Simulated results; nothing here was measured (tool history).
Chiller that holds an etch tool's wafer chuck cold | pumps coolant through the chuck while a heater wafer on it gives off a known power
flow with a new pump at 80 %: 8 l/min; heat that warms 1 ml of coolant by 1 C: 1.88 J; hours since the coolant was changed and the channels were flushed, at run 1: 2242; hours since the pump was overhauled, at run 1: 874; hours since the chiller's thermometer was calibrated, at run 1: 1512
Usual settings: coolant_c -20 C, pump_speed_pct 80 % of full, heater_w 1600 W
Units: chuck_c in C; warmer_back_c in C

run   hour  coolant_c  pump_speed_pct  heater_w  hours since the coolant was changed and the channels were flushed  hours since the pump was overhauled  hours since the chiller's thermometer was calibrated  chuck_c  warmer_back_c
  1    0.0        -20              80      1600                                                               2242                                  874                                                  1512     -2.4           6.53
  2   25.4        -20              80      1600                                                               2267                                  900                                                  1537     -2.7           6.47
  3   39.9        -20              80      1600                                                               2282                                  914                                                  1552     -2.6           6.45
  4   68.2        -20              80      2204                                                               2310                                  942                                                  1580      4.1           9.00
  5   81.5        -20              80      1600                                                               2324                                  956                                                  1594     -2.7           6.47
  6  107.2        -20              80      1600                                                               2349                                  981                                                  1619     -2.4           6.56
  7  127.6        -20              80      1600                                                               2370                                 1002                                                  1640     -2.5           6.49
  8  145.7        -20              80      1600                                                               2388                                 1020                                                  1658     -2.6           6.51
  9  169.8        -20              60      1600                                                               2412                                 1044                                                  1682      2.7           9.00
 10  195.8        -20              80      1600                                                               2438                                 1070                                                  1708     -2.6           6.52
 11  219.6        -20              80      1600                                                               2462                                 1094                                                  1732     -2.5           6.53
 12  240.3        -20              71      1600                                                               2482                                 1114                                                  1752     -0.6           7.46
 13  267.6        -20              80      1600                                                               2510                                 1142                                                  1780     -2.5           6.52
 14  283.5        -20              80      1600                                                               2526                                 1158                                                  1796     -2.4           6.50
 15  303.5        -20              80      1600                                                               2546                                 1178                                                  1816     -2.4           6.55
 16  331.9        -29              80      1600                                                               2574                                 1206                                                  1844    -11.5           6.52
 17  344.6        -11              60      1600                                                               2587                                 1219                                                  1857     11.7           8.93
 18  372.3        -11              60      1600                                                               2614                                 1247                                                  1884     11.8           8.97
 19  399.0        -30              81      1276                                                               2641                                 1273                                                  1911    -16.3           5.14
 20  429.0        -20              72      1600                                                               2671                                 1303                                                  1941     -0.9           7.37
 21  459.2        -11              60      1891                                                               2701                                 1333                                                  1971     15.8          10.61
 22  477.3        -18              60      1866                                                               2719                                 1351                                                  1989      8.4          10.42
 23  501.4        -29              93       844                                                               2743                                 1376                                                  2013    -21.0           2.95
 24  519.7        -20              80      2357                                                               2762                                 1394                                                  2032      6.2           9.64
 25  532.5        -20              80      2357                                                               2775                                 1407                                                  2045      6.0           9.68
 26  557.1        -20              67      2357                                                               2799                                 1431                                                  2069     10.5          11.73
 27  583.2        -29              75      1705                                                               2825                                 1457                                                  2095     -9.1           7.45
 28  608.1        -29              75      1705                                                               2850                                 1482                                                  2120     -8.9           7.49
 29  627.0        -26              66      1705                                                               2869                                 1501                                                  2139     -3.5           8.63

Forecast run 30:
 30  643.5        -19              71      1161                                                               2886                                 1518                                                  2156        ?              ?

chuck_c: -4.9 C
warmer_back_c: 5.46 C
Without the tool's hidden state the same run would have given chuck_c -6.0 C, warmer_back_c 5.34 C.
